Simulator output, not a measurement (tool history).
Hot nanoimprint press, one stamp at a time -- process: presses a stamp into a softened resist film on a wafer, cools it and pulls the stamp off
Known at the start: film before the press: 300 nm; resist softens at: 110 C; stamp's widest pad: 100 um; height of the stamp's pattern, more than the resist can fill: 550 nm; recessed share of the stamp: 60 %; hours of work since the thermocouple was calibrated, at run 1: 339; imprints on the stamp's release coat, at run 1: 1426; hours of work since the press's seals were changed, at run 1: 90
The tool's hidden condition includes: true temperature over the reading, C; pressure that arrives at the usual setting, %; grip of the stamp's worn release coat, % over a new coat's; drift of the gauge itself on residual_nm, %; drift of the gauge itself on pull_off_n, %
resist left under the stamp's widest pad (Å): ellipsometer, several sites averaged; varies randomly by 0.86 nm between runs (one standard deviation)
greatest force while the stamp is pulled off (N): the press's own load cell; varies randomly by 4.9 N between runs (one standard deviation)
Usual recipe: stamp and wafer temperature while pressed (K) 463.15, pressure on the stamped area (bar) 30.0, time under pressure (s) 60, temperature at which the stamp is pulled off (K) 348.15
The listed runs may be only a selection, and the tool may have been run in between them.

run	hour	stamp and wafer temperature while pressed (K)	pressure on the stamped area (bar)	time under pressure (s)	temperature at which the stamp is pulled off (K)	hours of work since the thermocouple was calibrated	imprints on the stamp's release coat	hours of work since the press's seals were changed	resist left under the stamp's widest pad (Å)	greatest force while the stamp is pulled off (N)
1	0.0	463.15	30.0	60	348.15	339	1426	90	1169	241
2	4.1	463.15	30.0	60	348.15	342	1441	93	1171	247
3	11.4	463.15	30.0	60	350.15	346	1468	97	1165	245
4	16.4	463.15	30.0	60	348.15	349	1486	100	1164	237
5	25.5	463.15	30.0	60	348.15	355	1520	106	1171	250
6	33.3	463.15	25.2	60	348.15	359	1549	110	1265	238
7	37.8	463.15	25.2	60	348.15	362	1566	113	1267	241
8	42.6	463.15	25.2	60	348.15	365	1583	116	1286	238
9	50.1	463.15	25.2	60	348.15	370	1611	121	1291	238
10	55.9	464.15	25.2	60	348.15	373	1632	124	1254	250
11	63.8	463.15	21.5	60	348.15	378	1662	129	1380	240
12	72.7	463.15	42.7	60	348.15	383	1695	134	958	243
13	80.3	463.15	42.7	60	348.15	388	1723	139	973	249
14	89.1	463.15	42.7	60	348.15	393	1755	144	972	238
15	98.4	463.15	42.7	60	348.15	399	1790	150	968	233
16	105.4	463.15	42.7	60	348.15	403	1815	154	971	228
17	111.2	463.15	33.8	60	348.15	407	1837	158	1084	245
18	119.2	463.15	33.8	60	348.15	412	1867	163	1095	245
# hour 129.1: stamp cleaned and given a new release coat
19	131.9	464.15	35.1	60	348.15	416	10	167	1043	237
20	138.2	464.15	31.0	60	353.15	419	34	170	1123	231
21	144.5	463.15	33.7	60	348.15	423	57	174	1090	241
22	151.9	469.15	37.0	40	339.15	428	85	179	1009	265
23	158.2	469.15	37.0	40	339.15	432	108	183	1028	257
24	167.5	466.15	37.0	40	341.15	437	142	188	1114	244
25	172.8	463.15	18.7	44	350.15	440	162	191	1643	229
26	180.8	463.15	30.0	111	334.15	445	191	196	908	257
27	188.8	463.15	30.0	111	334.15	450	221	201	915	260
28	193.0	463.15	30.0	111	334.15	453	236	204	924	262
29	200.4	463.15	30.0	111	334.15	457	264	208	927	258
30	206.5	463.15	30.0	60	352.15	461	286	212	1191	226

Predict each of these 3 candidate next runs independently; none follows another, all start after run 30:
A	213.0	463.15	30.0	63	337.15	465	310	216	?	?
B	213.0	463.15	22.9	60	352.15	465	310	216	?	?
C	213.0	463.15	30.0	101	353.15	465	310	216	?	?

run	resist left under the stamp's widest pad (Å)	greatest force while the stamp is pulled off (N)
A	1145	259
B	1338	228
C	959	231
The same runs, with their run-to-run variation unchanged, on a tool lacking any hidden condition would have given:
run	resist left under the stamp's widest pad (Å)	greatest force while the stamp is pulled off (N)
A	1151	259
B	1344	228
C	963	230
